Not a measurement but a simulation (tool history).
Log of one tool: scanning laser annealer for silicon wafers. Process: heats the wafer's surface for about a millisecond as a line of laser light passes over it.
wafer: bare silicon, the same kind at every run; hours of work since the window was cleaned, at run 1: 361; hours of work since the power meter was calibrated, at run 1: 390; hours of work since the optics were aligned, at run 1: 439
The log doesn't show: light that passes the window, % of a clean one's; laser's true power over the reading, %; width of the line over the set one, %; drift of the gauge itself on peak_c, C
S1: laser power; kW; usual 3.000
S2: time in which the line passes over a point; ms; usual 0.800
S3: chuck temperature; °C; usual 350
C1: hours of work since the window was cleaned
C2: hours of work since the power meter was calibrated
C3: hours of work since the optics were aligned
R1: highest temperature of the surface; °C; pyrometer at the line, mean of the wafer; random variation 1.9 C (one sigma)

Run 1, day 0.000: usual settings; C1 361; C2 390; C3 439. Result: R1 1143 °C.
Run 2, day 0.721: usual settings but S3 349 °C; C1 371; C2 400; C3 449. Result: R1 1145 °C.
Run 3, day 1.858: usual settings but S3 349 °C; C1 388; C2 417; C3 465. Result: R1 1145 °C.
Run 4, day 2.496: usual settings but S3 355 °C; C1 396; C2 425; C3 474. Result: R1 1152 °C.
Run 5, day 3.633: usual settings; C1 413; C2 442; C3 490. Result: R1 1139 °C.
Run 6, day 4.371: usual settings; C1 423; C2 452; C3 501. Result: R1 1143 °C.
Run 7, day 5.208: usual settings; C1 435; C2 464; C3 512. Result: R1 1140 °C.
Run 8, day 6.446: usual settings but S3 330 °C; C1 452; C2 481; C3 530. Result: R1 1121 °C.
Run 9, day 7.225: usual settings but S2 0.804 ms; C1 463; C2 492; C3 541. Result: R1 1143 °C.
Run 10, day 8.142: usual settings; C1 476; C2 505; C3 554. Result: R1 1137 °C.
Run 11, day 8.854: usual settings but S1 2.946 kW, S2 0.837 ms; C1 486; C2 515; C3 564. Result: R1 1137 °C.
Run 12, day 9.992: usual settings but S1 2.990 kW, S3 318 °C; C1 502; C2 531; C3 580. Result: R1 1104 °C.
Run 13, day 10.929: usual settings but S1 3.134 kW, S2 0.587 ms, S3 337 °C; C1 515; C2 544; C3 593. Result: R1 1057 °C.
Run 14, day 11.842: usual settings but S3 338 °C; C1 528; C2 557; C3 606. Result: R1 1125 °C.
Run 15, day 12.883: usual settings but S1 3.228 kW, S2 0.565 ms, S3 365 °C; C1 543; C2 572; C3 621. Result: R1 1090 °C.
Run 16, day 13.912: usual settings but S1 3.228 kW, S2 0.565 ms, S3 365 °C; C1 557; C2 586; C3 635. Result: R1 1092 °C.
Run 17, day 14.721: usual settings but S1 3.228 kW, S2 0.565 ms, S3 365 °C; C1 569; C2 598; C3 647. Result: R1 1090 °C.
Run 18, day 15.817: usual settings but S1 2.957 kW, S2 0.847 ms, S3 347 °C; C1 584; C2 613; C3 662. Result: R1 1137 °C.
Run 19, day 16.908: usual settings but S1 3.130 kW, S2 0.804 ms, S3 349 °C; C1 600; C2 629; C3 677. Result: R1 1174 °C.

5 ways to go on from here, each from the tool as it stands after run 19. What would each give?
Run A, day 17.746: usual settings but S1 2.809 kW, S2 0.804 ms, S3 349 °C; C1 612; C2 641; C3 689. Result: R1 ?.
Run B, day 17.746: usual settings but S1 2.803 kW, S2 0.629 ms, S3 382 °C; C1 612; C2 641; C3 689. Result: R1 ?.
Run C, day 17.746: usual settings but S1 2.572 kW, S2 0.714 ms, S3 349 °C; C1 612; C2 641; C3 689. Result: R1 ?.
Run D, day 17.746: usual settings but S1 3.147 kW, S2 0.714 ms, S3 382 °C; C1 612; C2 641; C3 689. Result: R1 ?.
Run E, day 17.746: usual settings but S2 0.845 ms, S3 314 °C; C1 612; C2 641; C3 689. Result: R1 ?.

run    R1
  A  1074
  B  1027
  C   965
  D  1164
  E  1116
Without the tool's hidden state the same runs would have given:
run    R1
  A  1112
  B  1061
  C   998
  D  1206
  E  1159
